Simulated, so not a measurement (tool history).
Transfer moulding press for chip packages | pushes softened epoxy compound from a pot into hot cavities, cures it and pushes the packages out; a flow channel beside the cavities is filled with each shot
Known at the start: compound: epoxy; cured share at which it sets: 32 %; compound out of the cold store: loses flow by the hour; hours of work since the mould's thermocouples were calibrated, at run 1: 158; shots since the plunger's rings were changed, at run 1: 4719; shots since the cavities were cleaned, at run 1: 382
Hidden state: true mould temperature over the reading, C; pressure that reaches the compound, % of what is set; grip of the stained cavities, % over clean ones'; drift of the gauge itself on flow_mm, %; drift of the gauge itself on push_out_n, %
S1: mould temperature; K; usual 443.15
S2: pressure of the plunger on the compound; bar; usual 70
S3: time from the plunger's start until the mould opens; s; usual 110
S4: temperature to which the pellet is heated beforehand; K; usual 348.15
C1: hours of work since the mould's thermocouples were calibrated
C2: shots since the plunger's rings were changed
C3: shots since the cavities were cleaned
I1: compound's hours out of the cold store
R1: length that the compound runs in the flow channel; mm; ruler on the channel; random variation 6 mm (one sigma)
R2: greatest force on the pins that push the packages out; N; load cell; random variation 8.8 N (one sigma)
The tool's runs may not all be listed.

run    day      S1    S2   S3      S4   C1    C2   C3    I1   R1    R2
  1      0  443.15    70  110  348.15  158  4719  382   9.1  660   751
  2  0.246  443.15    70  110  348.15  162  4784  447  26.9  609   761
  3  0.538  443.15    70  110  348.15  166  4862  525   9.7  650   772
  4  0.867  443.15    70  110  348.15  171  4949  612  28.1  602   780
     1.183  -- cavities cleaned with cleaning compound and waxed
  5  1.204  443.15  74.1  110  348.15  176  5022    5  38.9  582   424
  6  1.429  443.15  74.1  110  348.15  179  5082   65  26.1  621   467
  7  1.658  443.15  74.1  110  348.15  183  5143  126  43.5  554   533
  8  1.921  443.15    70  149  348.15  187  5213  196  32.8  569   500
  9  2.133  443.15    70   97  348.15  190  5269  252    36  575   771
 10  2.475  443.15    70  110  348.15  195  5360  343  20.4  618   714
 11  2.954  443.15    70  110  349.15  203  5487  470    30  592   718
 12  3.321  443.15    70  110  348.15  208  5584  567  34.5  572   760
     3.779  -- cavities cleaned with cleaning compound and waxed
 13  3.779  443.15    70  135  348.15  215  5690    0  13.7  656   349
 14  4.217  443.15    70  135  348.15  221  5806  116  28.8  587   440
 15  4.629  450.15  87.7  110  348.15  228  5915  225  46.3  576   512
 16  5.058  443.15    70  110  355.15  234  6030  340  35.8  569   665
 17  5.504  440.15  86.1  136  356.15  241  6148  458  21.7  695   664
 18  5.875  440.15  86.1  136  356.15  247  6246  556  26.6  672   688
     6.392  -- cavities cleaned with cleaning compound and waxed
 19  6.396  443.15  68.3  133  345.15  254  6368    1   9.8  629   357
     6.858  -- plunger's sealing rings changed
 20    6.9  438.15  54.8  110  348.15  260    11  108  26.4  592   729
 21  7.308  438.15  83.4  110  348.15  267   118  215  32.5  716   809
 22  7.808  438.15  83.4  110  348.15  274   252  349   9.7  814  1039
 23  8.304  436.15    70  110  348.15  282   384  481  21.2  689  1266
 24  8.708  436.15    70  110  348.15  288   491  588  37.6  651  1175
     9.104  -- cavities cleaned with cleaning compound and waxed
 25  9.138  436.15    70  108  357.15  294   588    8    19  694   746
 26   9.65  439.15  57.4  110  348.15  302   724  144  22.2  608   728
 27  9.954  439.15  57.4  110  348.15  307   806  226  36.6  570   749
 28  10.25  439.15  57.4  110  348.15  311   884  304  44.2  553   784

Measured less the same run without the tool's hidden state. The same run-to-run variation is in both; the gauge's scatter may not be:
run   R1    R2
  1  -45  +346
  2  -42  +358
  3  -46  +382
  4  -43  +396
  5  -43   +30
  6  -47   +88
  7  -42  +144
  8  -44  +164
  9  -45  +299
 10  -49  +306
 11  -47  +338
 12  -46  +378
 13  -54    +8
 14  -51  +107
 15  -50  +177
 16  -51  +281
 17  -62  +306
 18  -62  +334
 19  -59   +11
 20   +3  +196
 21   +2  +297
 22   +1  +461
 23   +0  +625
 24   -1  +604
 25   -1   +76
 26   -2  +227
 27   -4  +285
 28   -4  +334

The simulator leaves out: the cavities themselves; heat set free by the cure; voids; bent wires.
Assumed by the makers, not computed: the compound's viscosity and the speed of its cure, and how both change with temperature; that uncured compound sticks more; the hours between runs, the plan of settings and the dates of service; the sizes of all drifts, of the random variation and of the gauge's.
